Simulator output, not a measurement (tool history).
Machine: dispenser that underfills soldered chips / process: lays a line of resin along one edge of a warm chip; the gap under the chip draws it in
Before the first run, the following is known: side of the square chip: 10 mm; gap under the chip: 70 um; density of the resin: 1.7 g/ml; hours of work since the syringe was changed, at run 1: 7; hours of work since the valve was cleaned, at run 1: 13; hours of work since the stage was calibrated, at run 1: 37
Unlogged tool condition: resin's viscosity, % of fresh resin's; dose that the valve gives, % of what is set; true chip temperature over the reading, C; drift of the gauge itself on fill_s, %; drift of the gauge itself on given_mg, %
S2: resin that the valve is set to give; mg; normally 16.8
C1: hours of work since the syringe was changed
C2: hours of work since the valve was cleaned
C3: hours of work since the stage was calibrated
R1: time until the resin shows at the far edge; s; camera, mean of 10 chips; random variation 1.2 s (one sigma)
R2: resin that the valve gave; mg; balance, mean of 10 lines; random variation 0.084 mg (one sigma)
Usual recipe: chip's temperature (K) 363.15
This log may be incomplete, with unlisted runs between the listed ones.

run 1 hour=0.0 | chip's_temperature_(K)=363.15 S2=16.8 | C1=7 C2=13 C3=37 | R1=140.5 R2=16.81
run 2 hour=3.2 | chip's_temperature_(K)=363.15 S2=19.0 | C1=9 C2=15 C3=39 | R1=150.3 R2=18.79
-- hour=8.3 new syringe of resin
run 3 hour=9.0 | chip's_temperature_(K)=375.15 S2=16.8 | C1=1 C2=19 C3=42 | R1=77.3 R2=16.51
run 4 hour=14.2 | chip's_temperature_(K)=365.15 S2=16.8 | C1=4 C2=22 C3=46 | R1=121.0 R2=16.58
run 5 hour=18.3 | chip's_temperature_(K)=363.15 S2=16.8 | C1=7 C2=25 C3=49 | R1=140.3 R2=16.48
run 6 hour=24.4 | chip's_temperature_(K)=363.15 S2=16.8 | C1=11 C2=29 C3=53 | R1=163.1 R2=16.34
-- hour=26.8 new syringe of resin
run 7 hour=27.7 | chip's_temperature_(K)=363.15 S2=16.8 | C1=1 C2=31 C3=55 | R1=112.3 R2=16.40
run 8 hour=31.4 | chip's_temperature_(K)=363.15 S2=16.8 | C1=3 C2=33 C3=57 | R1=123.6 R2=16.35
run 9 hour=34.2 | chip's_temperature_(K)=363.15 S2=16.8 | C1=5 C2=35 C3=59 | R1=130.4 R2=16.33
run 10 hour=37.4 | chip's_temperature_(K)=363.15 S2=16.8 | C1=7 C2=37 C3=61 | R1=143.3 R2=16.29
run 11 hour=42.5 | chip's_temperature_(K)=354.15 S2=16.8 | C1=11 C2=41 C3=65 | R1=217.5 R2=16.31
-- hour=45.2 new syringe of resin
run 12 hour=45.6 | chip's_temperature_(K)=354.15 S2=16.8 | C1=0 C2=43 C3=67 | R1=152.1 R2=16.25
run 13 hour=52.1 | chip's_temperature_(K)=360.15 S2=20.1 | C1=5 C2=47 C3=71 | R1=138.3 R2=19.25
run 14 hour=58.4 | chip's_temperature_(K)=360.15 S2=20.1 | C1=9 C2=51 C3=75 | R1=160.8 R2=19.31
run 15 hour=62.0 | chip's_temperature_(K)=370.15 S2=14.8 | C1=11 C2=54 C3=78 | R1=134.2 R2=14.14
-- hour=63.5 new syringe of resin
run 16 hour=67.6 | chip's_temperature_(K)=357.15 S2=18.7 | C1=3 C2=57 C3=81 | R1=145.6 R2=17.91
run 17 hour=72.1 | chip's_temperature_(K)=358.15 S2=15.6 | C1=6 C2=60 C3=84 | R1=157.2 R2=14.90
run 18 hour=75.6 | chip's_temperature_(K)=368.15 S2=18.2 | C1=8 C2=63 C3=87 | R1=121.4 R2=17.20
run 19 hour=81.3 | chip's_temperature_(K)=369.15 S2=18.4 | C1=12 C2=66 C3=90 | R1=133.6 R2=17.53
-- hour=82.1 new syringe of resin
run 20 hour=85.0 | chip's_temperature_(K)=360.15 S2=15.3 | C1=2 C2=69 C3=93 | R1=132.6 R2=14.37
run 21 hour=89.7 | chip's_temperature_(K)=370.15 S2=21.7 | C1=5 C2=72 C3=96 | R1=97.9 R2=20.53
run 22 hour=94.6 | chip's_temperature_(K)=377.15 S2=16.5 | C1=8 C2=75 C3=99 | R1=92.6 R2=15.40
run 23 hour=98.4 | chip's_temperature_(K)=374.15 S2=16.6 | C1=11 C2=78 C3=102 | R1=111.5 R2=15.61
-- hour=100.4 new syringe of resin
run 24 hour=104.9 | chip's_temperature_(K)=371.15 S2=16.8 | C1=3 C2=82 C3=106 | R1=90.2 R2=15.79

Consider 3 possible next runs. They are alternatives, not a sequence: every one starts from the tool as it was left by run 24. What does each give?
run A hour=109.5 | chip's_temperature_(K)=374.15 S2=16.8 | C1=6 C2=85 C3=109 | R1=? R2=?
run B hour=109.5 | chip's_temperature_(K)=363.15 S2=19.7 | C1=6 C2=85 C3=109 | R1=? R2=?
run C hour=109.5 | chip's_temperature_(K)=371.15 S2=17.8 | C1=6 C2=85 C3=109 | R1=? R2=?

run=A R1=93.6 R2=15.75
run=B R1=126.5 R2=18.41
run=C R1=99.5 R2=16.47
The same runs, with their run-to-run variation unchanged, on a tool lacking any hidden condition would have given:
run=A R1=78.3 R2=16.86
run=B R1=107.1 R2=19.70
run=C R1=83.7 R2=17.63

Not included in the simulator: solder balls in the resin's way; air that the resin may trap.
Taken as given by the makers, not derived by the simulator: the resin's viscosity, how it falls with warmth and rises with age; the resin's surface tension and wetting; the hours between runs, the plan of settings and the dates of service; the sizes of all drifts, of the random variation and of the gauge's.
